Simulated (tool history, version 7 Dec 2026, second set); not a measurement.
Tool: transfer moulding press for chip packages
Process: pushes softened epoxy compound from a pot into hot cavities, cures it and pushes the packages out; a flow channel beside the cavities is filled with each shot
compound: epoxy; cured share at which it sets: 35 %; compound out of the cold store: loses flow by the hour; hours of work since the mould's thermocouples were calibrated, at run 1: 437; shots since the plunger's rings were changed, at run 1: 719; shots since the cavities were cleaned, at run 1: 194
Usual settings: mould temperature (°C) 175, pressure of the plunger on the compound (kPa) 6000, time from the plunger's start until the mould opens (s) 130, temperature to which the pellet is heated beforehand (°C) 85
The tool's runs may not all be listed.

run,hour,mould temperature (°C),pressure of the plunger on the compound (kPa),time from the plunger's start until the mould opens (s),temperature to which the pellet is heated beforehand (°C),hours of work since the mould's thermocouples were calibrated,shots since the plunger's rings were changed,shots since the cavities were cleaned,incoming compound's hours out of the cold store,length that the compound runs in the flow channel (mm),greatest force on the pins that push the packages out (N)
1,0.0,175,6000,130,85,437,719,194,21.5,852,445
# hour 37.3: cavities cleaned with cleaning compound and waxed
2,90.5,175,6000,130,85,477,1305,350,19.3,862,477
# hour 104.1: cavities cleaned with cleaning compound and waxed
3,131.0,175,6000,130,85,495,1562,177,36.9,791,439
# hour 172.8: cavities cleaned with cleaning compound and waxed
4,201.0,175,6000,130,85,526,2014,186,38.9,781,454
# hour 241.6: cavities cleaned with cleaning compound and waxed
5,288.6,175,6000,130,85,564,2581,310,30.0,815,467
# hour 310.7: cavities cleaned with cleaning compound and waxed
# hour 334.4: plunger's sealing rings changed
6,353.4,175,6000,130,85,592,125,265,35.7,804,459
# hour 380.3: cavities cleaned with cleaning compound and waxed
7,403.3,175,6000,130,85,614,444,151,29.0,827,441
# hour 452.2: cavities cleaned with cleaning compound and waxed
8,473.2,175,6000,143,85,644,894,138,36.3,799,389
# hour 521.9: cavities cleaned with cleaning compound and waxed
9,566.3,175,6000,143,85,686,1498,292,25.0,836,425
# hour 587.5: cavities cleaned with cleaning compound and waxed
# hour 657.8: cavities cleaned with cleaning compound and waxed
10,657.8,175,6000,143,85,725,2081,0,37.5,787,352
11,712.4,179,6340,130,85,750,2440,359,14.1,879,431
# hour 726.5: cavities cleaned with cleaning compound and waxed
12,762.3,179,6340,130,85,772,2760,237,40.7,777,379
# hour 782.8: plunger's sealing rings changed
# hour 798.1: cavities cleaned with cleaning compound and waxed
13,810.8,179,7340,128,85,792,175,84,22.5,923,377
# hour 837.0: mould's thermocouples calibrated
14,857.8,175,6000,130,94,9,471,380,36.6,794,479
# hour 868.8: cavities cleaned with cleaning compound and waxed
# hour 939.7: cavities cleaned with cleaning compound and waxed
15,946.9,175,6000,130,94,48,1038,47,37.2,787,391
16,998.0,175,4780,130,94,71,1375,384,41.0,694,445

3 ways to go on from here, each from the tool as it stands after run 16. What would each give?
# hour 1007.5: cavities cleaned with cleaning compound and waxed
A,1050.3,175,6350,152,78,94,1710,283,32.6,?,?
# hour 1007.5: cavities cleaned with cleaning compound and waxed
B,1050.3,174,4780,130,83,94,1710,283,31.2,?,?
# hour 1007.5: cavities cleaned with cleaning compound and waxed
C,1050.3,174,4790,165,85,94,1710,283,32.5,?,?

run,length that the compound runs in the flow channel (mm),greatest force on the pins that push the packages out (N)
A,827,400
B,729,468
C,724,387
Without the tool's hidden state the same runs would have given:
run,length that the compound runs in the flow channel (mm),greatest force on the pins that push the packages out (N)
A,837,344
B,737,404
C,733,334

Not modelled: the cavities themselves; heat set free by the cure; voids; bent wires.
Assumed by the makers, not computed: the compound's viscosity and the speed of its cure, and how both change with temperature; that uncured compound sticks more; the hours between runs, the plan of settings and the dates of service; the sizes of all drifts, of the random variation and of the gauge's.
